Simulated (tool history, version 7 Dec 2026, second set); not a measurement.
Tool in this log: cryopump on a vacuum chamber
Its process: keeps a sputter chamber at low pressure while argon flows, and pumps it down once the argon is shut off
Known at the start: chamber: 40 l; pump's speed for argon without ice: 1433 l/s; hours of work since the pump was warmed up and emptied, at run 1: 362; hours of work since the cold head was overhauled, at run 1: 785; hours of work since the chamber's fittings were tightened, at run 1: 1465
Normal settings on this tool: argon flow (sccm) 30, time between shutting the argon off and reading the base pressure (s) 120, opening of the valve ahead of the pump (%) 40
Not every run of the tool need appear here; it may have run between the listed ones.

| run | hour | argon flow (sccm) | time between shutting the argon off and reading the base pressure (s) | opening of the valve ahead of the pump (%) | hours of work since the pump was warmed up and emptied | hours of work since the cold head was overhauled | hours of work since the chamber's fittings were tightened | pressure while argon flows (Pa) | pressure after the wait (uPa) |
|---|---|---|---|---|---|---|---|---|---|
| 1 | 0.0 | 30 | 120 | 40 | 362 | 785 | 1465 | 0.1019 | 1.83 |
|  | 47.5 | pump warmed up, emptied and cooled again |
| 2 | 50.2 | 30 | 254 | 40 | 2 | 822 | 1502 | 0.0903 | 1.23 |
| 3 | 75.8 | 30 | 120 | 40 | 23 | 843 | 1523 | 0.0892 | 1.51 |
| 4 | 117.1 | 52 | 120 | 40 | 57 | 877 | 1556 | 0.1558 | 1.63 |
| 5 | 169.2 | 52 | 120 | 40 | 99 | 919 | 1599 | 0.1578 | 1.62 |
| 6 | 208.4 | 41 | 120 | 40 | 131 | 951 | 1631 | 0.1265 | 1.64 |
| 7 | 257.4 | 41 | 120 | 40 | 171 | 991 | 1671 | 0.1283 | 1.74 |
| 8 | 309.4 | 41 | 120 | 40 | 213 | 1033 | 1713 | 0.1312 | 1.80 |
| 9 | 333.8 | 41 | 120 | 40 | 233 | 1053 | 1733 | 0.1311 | 1.79 |
| 10 | 382.2 | 30 | 120 | 40 | 272 | 1092 | 1772 | 0.0973 | 1.86 |
| 11 | 427.2 | 30 | 120 | 40 | 309 | 1129 | 1809 | 0.0997 | 1.95 |
| 12 | 448.4 | 30 | 120 | 17 | 326 | 1146 | 1826 | 0.2191 | 1.99 |
|  | 473.8 | leaking fittings of the chamber tightened, without venting |
| 13 | 494.9 | 30 | 120 | 40 | 362 | 1182 | 17 | 0.1017 | 0.89 |
| 14 | 532.9 | 31 | 120 | 40 | 393 | 1213 | 48 | 0.1060 | 0.92 |
|  | 542.5 | pump warmed up, emptied and cooled again |
| 15 | 572.4 | 31 | 120 | 40 | 24 | 1241 | 76 | 0.0922 | 0.84 |
| 16 | 604.3 | 31 | 120 | 40 | 50 | 1267 | 102 | 0.0925 | 0.85 |
| 17 | 655.5 | 30 | 120 | 40 | 92 | 1309 | 144 | 0.0914 | 0.83 |
| 18 | 704.9 | 43 | 120 | 37 | 132 | 1349 | 184 | 0.1423 | 0.93 |
| 19 | 755.3 | 43 | 120 | 37 | 173 | 1390 | 225 | 0.1465 | 0.95 |
| 20 | 792.4 | 16 | 48 | 24 | 203 | 1420 | 255 | 0.0817 | 1.74 |
| 21 | 819.9 | 45 | 36 | 18 | 226 | 1443 | 278 | 0.3042 | 2.20 |
| 22 | 858.3 | 14 | 163 | 40 | 257 | 1474 | 309 | 0.0461 | 0.92 |

Run 23 is up next; what results do you expect?
| 23 | 898.5 | 54 | 146 | 25 | 290 | 1507 | 342 | ? | ? |

{"run 23": {"pressure while argon flows (Pa)": 0.2736, "pressure after the wait (uPa)": 1.01}}
Were there no unlogged condition in the tool, this run, its random variation unchanged, would have produced pressure while argon flows (Pa) 0.2555, pressure after the wait (uPa) 0.68.

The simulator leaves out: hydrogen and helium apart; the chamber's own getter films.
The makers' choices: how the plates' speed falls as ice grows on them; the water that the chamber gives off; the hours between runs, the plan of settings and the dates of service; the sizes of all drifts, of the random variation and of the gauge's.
